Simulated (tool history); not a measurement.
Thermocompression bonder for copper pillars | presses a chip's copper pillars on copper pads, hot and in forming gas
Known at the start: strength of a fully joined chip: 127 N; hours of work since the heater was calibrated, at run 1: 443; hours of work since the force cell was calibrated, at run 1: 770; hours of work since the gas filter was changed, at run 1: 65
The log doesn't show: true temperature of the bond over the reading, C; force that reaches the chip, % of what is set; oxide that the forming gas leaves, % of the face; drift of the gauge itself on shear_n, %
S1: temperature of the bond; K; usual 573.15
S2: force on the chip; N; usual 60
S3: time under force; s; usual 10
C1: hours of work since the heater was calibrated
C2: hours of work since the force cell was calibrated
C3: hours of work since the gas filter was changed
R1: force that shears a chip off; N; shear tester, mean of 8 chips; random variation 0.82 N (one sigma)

run 1 day=0.000 | S1=573.15 S2=60 S3=10 | C1=443 C2=770 C3=65 | R1=59.4
run 2 day=1.425 | S1=549.15 S2=60 S3=10 | C1=469 C2=796 C3=91 | R1=40.7
-- day=2.025 forming gas filter changed
run 3 day=4.396 | S1=549.15 S2=60 S3=10 | C1=522 C2=850 C3=43 | R1=41.5
-- day=4.754 heater calibrated with a thermocouple chip
run 4 day=7.350 | S1=573.15 S2=60 S3=10 | C1=47 C2=902 C3=96 | R1=50.4
-- day=7.800 forming gas filter changed
run 5 day=10.479 | S1=573.15 S2=60 S3=10 | C1=104 C2=959 C3=49 | R1=50.6
run 6 day=12.067 | S1=573.15 S2=60 S3=10 | C1=133 C2=988 C3=78 | R1=50.6
-- day=13.588 forming gas filter changed
run 7 day=13.988 | S1=573.15 S2=60 S3=15 | C1=168 C2=1023 C3=7 | R1=58.4
-- day=15.279 heater calibrated with a thermocouple chip, once more
run 8 day=15.500 | S1=573.15 S2=60 S3=15 | C1=4 C2=1049 C3=33 | R1=80.0
run 9 day=17.408 | S1=573.15 S2=60 S3=10 | C1=39 C2=1084 C3=68 | R1=70.0
-- day=19.346 forming gas filter changed
run 10 day=19.517 | S1=573.15 S2=60 S3=10 | C1=77 C2=1122 C3=3 | R1=70.8
-- day=21.312 force cell calibrated
run 11 day=21.867 | S1=585.15 S2=60 S3=10 | C1=119 C2=10 C3=45 | R1=74.3
run 12 day=23.321 | S1=573.15 S2=60 S3=10 | C1=145 C2=37 C3=71 | R1=66.5
-- day=24.971 forming gas filter changed
run 13 day=25.800 | S1=573.15 S2=60 S3=10 | C1=190 C2=82 C3=15 | R1=65.2
run 14 day=27.217 | S1=573.15 S2=75 S3=10 | C1=216 C2=107 C3=41 | R1=78.6
run 15 day=29.758 | S1=573.15 S2=70 S3=10 | C1=262 C2=154 C3=87 | R1=72.1
-- day=30.538 forming gas filter changed
run 16 day=32.467 | S1=573.15 S2=70 S3=10 | C1=311 C2=203 C3=35 | R1=71.1
run 17 day=34.192 | S1=573.15 S2=60 S3=10 | C1=343 C2=234 C3=67 | R1=61.5
-- day=36.188 forming gas filter changed
run 18 day=36.392 | S1=573.15 S2=60 S3=10 | C1=383 C2=274 C3=4 | R1=61.6
run 19 day=39.162 | S1=573.15 S2=60 S3=10 | C1=433 C2=325 C3=54 | R1=59.1
-- day=41.754 forming gas filter changed
run 20 day=41.892 | S1=564.15 S2=60 S3=16 | C1=483 C2=374 C3=3 | R1=64.0
-- day=44.621 heater calibrated with a thermocouple chip
run 21 day=44.750 | S1=564.15 S2=60 S3=16 | C1=2 C2=425 C3=53 | R1=72.7
run 22 day=46.812 | S1=564.15 S2=60 S3=16 | C1=40 C2=462 C3=91 | R1=69.6
-- day=47.471 forming gas filter changed
run 23 day=48.146 | S1=572.15 S2=58 S3=16 | C1=64 C2=486 C3=12 | R1=76.1
run 24 day=49.988 | S1=572.15 S2=58 S3=16 | C1=98 C2=520 C3=46 | R1=74.1
run 25 day=51.867 | S1=563.15 S2=60 S3=10 | C1=132 C2=554 C3=80 | R1=59.5
-- day=53.088 forming gas filter changed
run 26 day=54.162 | S1=588.15 S2=60 S3=16 | C1=173 C2=596 C3=20 | R1=90.0
run 27 day=57.292 | S1=555.15 S2=60 S3=13 | C1=231 C2=653 C3=77 | R1=57.3
-- day=58.712 forming gas filter changed
run 28 day=59.267 | S1=588.15 S2=85 S3=13 | C1=266 C2=689 C3=10 | R1=101.8
run 29 day=61.904 | S1=588.15 S2=85 S3=13 | C1=314 C2=737 C3=58 | R1=105.6
-- day=64.258 forming gas filter changed
run 30 day=64.954 | S1=568.15 S2=60 S3=9 | C1=370 C2=792 C3=13 | R1=57.1
run 31 day=68.000 | S1=546.15 S2=73 S3=29 | C1=425 C2=848 C3=68 | R1=73.6
-- day=69.867 forming gas filter changed
run 32 day=70.367 | S1=583.15 S2=83 S3=6 | C1=468 C2=890 C3=9 | R1=79.7
run 33 day=72.675 | S1=583.15 S2=83 S3=6 | C1=510 C2=932 C3=51 | R1=78.3
-- day=73.817 heater calibrated with a thermocouple chip
run 34 day=74.221 | S1=571.15 S2=67 S3=9 | C1=7 C2=959 C3=78 | R1=72.3
-- day=75.662 forming gas filter changed
run 35 day=76.292 | S1=562.15 S2=37 S3=10 | C1=45 C2=997 C3=12 | R1=34.5
run 36 day=79.162 | S1=560.15 S2=60 S3=14 | C1=97 C2=1049 C3=64 | R1=62.8
-- day=81.275 forming gas filter changed
run 37 day=81.275 | S1=560.15 S2=60 S3=14 | C1=135 C2=1087 C3=0 | R1=64.6
run 38 day=83.921 | S1=560.15 S2=60 S3=14 | C1=184 C2=1135 C3=48 | R1=62.3

The same runs without the tool's hidden state, with the same run-to-run variation:
run=1 R1=67.7
run=2 R1=48.9
run=3 R1=50.1
run=4 R1=68.2
run=5 R1=68.0
run=6 R1=69.6
run=7 R1=77.5
run=8 R1=78.0
run=9 R1=69.4
run=10 R1=69.3
run=11 R1=77.9
run=12 R1=71.0
run=13 R1=69.2
run=14 R1=83.8
run=15 R1=79.2
run=16 R1=77.7
run=17 R1=69.1
run=18 R1=68.7
run=19 R1=68.0
run=20 R1=73.3
run=21 R1=72.4
run=22 R1=70.8
run=23 R1=75.9
run=24 R1=75.3
run=25 R1=61.8
run=26 R1=91.7
run=27 R1=61.3
run=28 R1=104.3
run=29 R1=110.3
run=30 R1=62.0
run=31 R1=82.2
run=32 R1=86.5
run=33 R1=87.0
run=34 R1=73.0
run=35 R1=34.4
run=36 R1=64.6
run=37 R1=66.0
run=38 R1=65.6
